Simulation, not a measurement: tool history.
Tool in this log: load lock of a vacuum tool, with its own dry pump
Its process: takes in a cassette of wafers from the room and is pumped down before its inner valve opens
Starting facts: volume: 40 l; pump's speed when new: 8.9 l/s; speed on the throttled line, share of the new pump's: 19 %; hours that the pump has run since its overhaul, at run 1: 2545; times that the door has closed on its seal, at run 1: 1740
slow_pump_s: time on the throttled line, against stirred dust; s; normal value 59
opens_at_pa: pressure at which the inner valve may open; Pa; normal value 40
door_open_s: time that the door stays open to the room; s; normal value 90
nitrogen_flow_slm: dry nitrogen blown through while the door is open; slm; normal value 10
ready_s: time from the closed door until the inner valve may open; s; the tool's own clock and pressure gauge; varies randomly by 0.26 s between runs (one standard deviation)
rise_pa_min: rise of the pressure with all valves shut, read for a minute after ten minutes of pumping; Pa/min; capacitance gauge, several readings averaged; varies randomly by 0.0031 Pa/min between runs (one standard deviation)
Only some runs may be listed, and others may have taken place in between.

| run | hour | slow_pump_s | opens_at_pa | door_open_s | nitrogen_flow_slm | hours that the pump has run since its overhaul | times that the door has closed on its seal | incoming humidity of the room's air, % | ready_s | rise_pa_min |
|---|---|---|---|---|---|---|---|---|---|---|
| 1 | 0.0 | 59 | 40 | 90 | 10 | 2545 | 1740 | 42.9 | 83.7 | 0.069 |
| 2 | 50.8 | 59 | 40 | 90 | 10 | 2596 | 1970 | 43.9 | 83.8 | 0.078 |
| 3 | 123.0 | 59 | 40 | 90 | 10 | 2668 | 2298 | 46.0 | 83.8 | 0.079 |
| 4 | 171.8 | 59 | 40 | 200 | 10 | 2717 | 2520 | 44.8 | 83.8 | 0.114 |
| 5 | 224.0 | 59 | 40 | 200 | 10 | 2769 | 2757 | 45.2 | 84.2 | 0.123 |
| 6 | 292.9 | 59 | 40 | 200 | 10 | 2838 | 3070 | 42.5 | 84.1 | 0.122 |
| 7 | 377.9 | 59 | 40 | 200 | 10 | 2923 | 3455 | 44.5 | 84.2 | 0.117 |
| 8 | 457.5 | 59 | 40 | 200 | 10 | 3003 | 3817 | 46.7 | 83.9 | 0.132 |
| 9 | 508.6 | 59 | 40 | 200 | 10 | 3054 | 4049 | 45.2 | 84.3 | 0.128 |
| 10 | 582.9 | 58 | 40 | 200 | 10 | 3128 | 4386 | 48.1 | 83.6 | 0.139 |
| 11 | 672.1 | 53 | 40 | 90 | 10 | 3217 | 4791 | 45.8 | 78.9 | 0.091 |
| 12 | 753.9 | 53 | 40 | 90 | 10 | 3299 | 5163 | 43.6 | 79.1 | 0.093 |
| 13 | 820.6 | 93 | 38 | 90 | 10 | 3366 | 5465 | 44.6 | 111.9 | 0.098 |
| 14 | 878.2 | 59 | 40 | 34 | 7 | 3423 | 5727 | 45.3 | 84.3 | 0.073 |
| 15 | 960.9 | 59 | 40 | 34 | 7 | 3506 | 6102 | 50.2 | 84.0 | 0.082 |
| 16 | 1012.1 | 59 | 40 | 34 | 7 | 3557 | 6335 | 43.0 | 84.2 | 0.075 |
| 17 | 1077.7 | 99 | 43 | 90 | 31 | 3623 | 6633 | 41.1 | 115.7 | 0.087 |
| 18 | 1137.1 | 32 | 43 | 90 | 31 | 3682 | 6903 | 43.6 | 61.9 | 0.088 |
| 19 | 1199.7 | 116 | 40 | 46 | 7 | 3745 | 7187 | 42.5 | 130.4 | 0.089 |
| 20 | 1241.1 | 59 | 54 | 57 | 10 | 3786 | 7375 | 43.3 | 82.8 | 0.099 |
| 21 | 1313.5 | 59 | 54 | 57 | 10 | 3859 | 7703 | 51.4 | 82.5 | 0.103 |
| 22 | 1362.0 | 114 | 40 | 90 | 11 | 3907 | 7923 | 42.0 | 128.4 | 0.108 |

A few steps of ready_s between consecutive runs. Split each: what settings, incoming material and random variation would produce without the hidden state, and what is left over for the hidden state, along with gauge scatter present in only one of the two compared results (measured, and without hidden state):
Hidden state at play: pump's speed, % of a new pump's; leak at the door's seal, Pa l/s; drift of the gauge itself on ready_s, %; drift of the gauge itself on rise_pa_min, %.
Run 17 -> 18: slow_pump_s 99 -> 32. ready_s -53.8 s: hidden state +0.3, all else -54.1.
Run 18 -> 19: slow_pump_s 32 -> 116, opens_at_pa 43 -> 40, door_open_s 90 -> 46, nitrogen_flow_slm 31 -> 7. ready_s +68.5 s: hidden state -0.3, all else +68.8.

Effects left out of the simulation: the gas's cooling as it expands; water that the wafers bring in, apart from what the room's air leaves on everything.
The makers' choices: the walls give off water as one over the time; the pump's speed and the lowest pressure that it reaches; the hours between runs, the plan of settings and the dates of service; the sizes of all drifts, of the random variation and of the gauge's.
